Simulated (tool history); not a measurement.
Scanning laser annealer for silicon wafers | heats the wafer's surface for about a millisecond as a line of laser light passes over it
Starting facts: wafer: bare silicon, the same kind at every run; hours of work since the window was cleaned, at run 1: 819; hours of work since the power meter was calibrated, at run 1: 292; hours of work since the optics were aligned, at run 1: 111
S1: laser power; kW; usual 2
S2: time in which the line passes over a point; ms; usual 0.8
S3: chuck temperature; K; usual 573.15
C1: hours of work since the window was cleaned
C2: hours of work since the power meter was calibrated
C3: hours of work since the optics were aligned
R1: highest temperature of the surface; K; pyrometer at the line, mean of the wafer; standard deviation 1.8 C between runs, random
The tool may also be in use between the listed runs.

run	hour	S1	S2	S3	C1	C2	C3	R1
1	0	2	0.8	573.15	819	292	111	1267.15
2	39	2	0.8	573.15	839	313	132	1263.15
3	77.9	2	0.8	573.15	859	333	152	1264.15
4	109	2	0.8	573.15	875	349	168	1265.15
5	151.5	2	0.8	573.15	898	371	190	1263.15
6	185.9	1.951	0.8	573.15	915	389	208	1242.15
# hour 229.3: window over the wafer cleaned
7	239.4	1.951	0.8	573.15	5	416	235	1271.15
8	293.5	1.951	0.8	573.15	33	444	263	1268.15
9	333.9	1.951	0.8	575.15	54	465	284	1267.15
10	376.9	1.951	0.8	575.15	77	488	307	1264.15
11	417.2	1.951	0.8	571.15	98	509	328	1260.15
12	453	1.951	0.8	561.15	117	527	346	1252.15
13	498.8	1.951	0.8	561.15	140	551	370	1249.15
14	545.9	2.045	0.8	573.15	165	576	395	1301.15
15	590.9	2.045	0.8	573.15	188	599	418	1299.15
16	626.5	2	0.8	573.15	207	618	437	1281.15
17	670.7	2.154	0.874	603.15	230	641	460	1404.15
18	697.5	2	0.746	573.15	244	655	473	1254.15
19	750.9	2	0.746	573.15	272	683	501	1253.15
20	791.6	2	0.746	573.15	293	704	523	1253.15
21	821.7	2	0.746	573.15	309	719	538	1252.15
22	856.2	1.836	0.592	543.15	327	737	556	1100.15
# hour 864.8: optics aligned, line set to its width
23	900.6	2.062	0.673	566.15	347	758	19	1235.15
24	949.7	2.062	0.673	569.15	373	783	44	1235.15
25	978.2	1.896	0.829	573.15	387	798	59	1239.15
# hour 1025.6: optics aligned, line set to its width, once more
26	1027.1	2.119	0.646	537.15	410	821	1	1228.15
27	1072.6	1.784	0.646	554.15	434	845	24	1120.15
28	1109.6	1.784	0.646	554.15	453	864	44	1122.15
29	1156.7	1.928	0.637	613.15	478	889	68	1227.15
30	1199.2	1.928	0.637	613.15	500	911	90	1226.15
31	1232.4	1.928	0.98	612.15	517	928	108	1357.15

For each entry between runs, how does the tool's hidden state at the last listed run before it compare with that at the first listed run after it?
Run 6 -> run 7: window over the wafer cleaned (hour 229.3)
  light that passes the window, % of a clean one's: 96.51 -> 99.93; laser's true power over the reading, %: 0.11 -> 0.13; width of the line over the set one, %: 1.06 -> 1.2
  measured less the result without the state, R1: -32 -> -5 K
Run 22 -> run 23: optics aligned, line set to its width (hour 864.8)
  light that passes the window, % of a clean one's: 98.82 -> 98.75; laser's true power over the reading, %: 0.29 -> 0.31; width of the line over the set one, %: 2.89 -> 3.42
  measured less the result without the state, R1: -17 -> -23 K
Run 25 -> run 26: optics aligned, line set to its width, once more (hour 1025.6)
  light that passes the window, % of a clean one's: 98.61 -> 98.54; laser's true power over the reading, %: 0.33 -> 0.34; width of the line over the set one, %: 3.63 -> 0.01
  measured less the result without the state, R1: -25 -> -9 K
